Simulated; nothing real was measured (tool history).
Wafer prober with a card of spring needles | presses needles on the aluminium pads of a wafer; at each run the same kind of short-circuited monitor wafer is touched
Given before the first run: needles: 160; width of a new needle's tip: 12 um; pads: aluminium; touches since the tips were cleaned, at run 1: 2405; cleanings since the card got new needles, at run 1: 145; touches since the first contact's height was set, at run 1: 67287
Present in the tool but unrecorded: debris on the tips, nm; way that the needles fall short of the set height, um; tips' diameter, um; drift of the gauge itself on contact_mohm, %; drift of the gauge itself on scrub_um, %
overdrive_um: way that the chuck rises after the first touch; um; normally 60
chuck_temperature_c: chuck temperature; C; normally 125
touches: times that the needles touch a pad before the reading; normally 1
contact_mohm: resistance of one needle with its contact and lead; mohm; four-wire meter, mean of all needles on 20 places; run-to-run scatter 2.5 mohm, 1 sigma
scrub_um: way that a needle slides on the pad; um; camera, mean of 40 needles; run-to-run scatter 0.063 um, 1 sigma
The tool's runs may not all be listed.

run	day	overdrive_um	chuck_temperature_c	touches	touches since the tips were cleaned	cleanings since the card got new needles	touches since the first contact's height was set	contact_mohm	scrub_um
1	0.000	60	125	1	2405	145	67287	310	11.42
# day 0.525: tips cleaned on abrasive film
# day 1.358: tips cleaned on abrasive film
2	1.358	60	125	1	0	147	77990	291	11.37
# day 2.229: tips cleaned on abrasive film
# day 3.071: tips cleaned on abrasive film
3	3.112	60	125	1	318	149	91798	288	11.26
# day 3.846: tips cleaned on abrasive film
4	4.538	60	125	1	5478	150	103041	327	11.20
# day 4.721: tips cleaned on abrasive film
# day 5.612: tips cleaned on abrasive film
5	6.217	70	125	1	4756	152	116271	315	13.11
# day 6.383: tips cleaned on abrasive film
# day 7.117: tips cleaned on abrasive film
# day 7.971: tips cleaned on abrasive film
# day 8.858: tips cleaned on abrasive film
6	9.429	70	125	1	4512	156	141592	314	13.07
# day 9.617: tips cleaned on abrasive film
# day 10.512: tips cleaned on abrasive film
# day 11.342: tips cleaned on abrasive film
7	11.342	70	77	2	0	159	156644	273	13.07
# day 12.196: tips cleaned on abrasive film
# day 13.092: tips cleaned on abrasive film
8	13.329	47	83	2	1882	161	172299	311	8.62
# day 13.854: tips cleaned on abrasive film
# day 14.721: tips cleaned on abrasive film
# day 14.917: height of the first contact set anew
# day 15.608: tips cleaned on abrasive film
9	16.121	70	46	2	4065	164	9524	279	13.46
# day 16.492: tips cleaned on abrasive film
# day 17.367: tips cleaned on abrasive film
# day 18.204: tips cleaned on abrasive film
# day 19.021: tips cleaned on abrasive film
10	19.021	70	39	2	0	168	32363	262	13.49
# day 19.896: tips cleaned on abrasive film
# day 20.771: tips cleaned on abrasive film
11	21.446	74	125	2	5336	170	51486	303	14.02
# day 21.633: tips cleaned on abrasive film
# day 22.475: tips cleaned on abrasive film
12	22.971	49	46	1	3935	172	63486	332	9.14

Alternative continuations, all from the tool just after run 12; predict every row:
# day 23.375: tips cleaned on abrasive film
# day 24.233: tips cleaned on abrasive film
A	24.508	75	32	3	2167	174	75596	?	?
# day 23.375: tips cleaned on abrasive film
# day 24.233: tips cleaned on abrasive film
B	24.508	44	47	1	2167	174	75596	?	?
# day 23.375: tips cleaned on abrasive film
# day 24.233: tips cleaned on abrasive film
C	24.508	79	46	1	2167	174	75596	?	?
# day 23.375: tips cleaned on abrasive film
# day 24.233: tips cleaned on abrasive film
D	24.508	49	109	2	2167	174	75596	?	?
# day 23.375: tips cleaned on abrasive film
# day 24.233: tips cleaned on abrasive film
E	24.508	60	51	1	2167	174	75596	?	?

run	contact_mohm	scrub_um
A	266	14.20
B	322	8.27
C	275	15.08
D	305	9.21
E	292	11.39
What these runs would have given with no unlogged condition in the tool:
run	contact_mohm	scrub_um
A	256	14.40
B	265	8.47
C	255	15.28
D	277	9.41
E	259	11.59
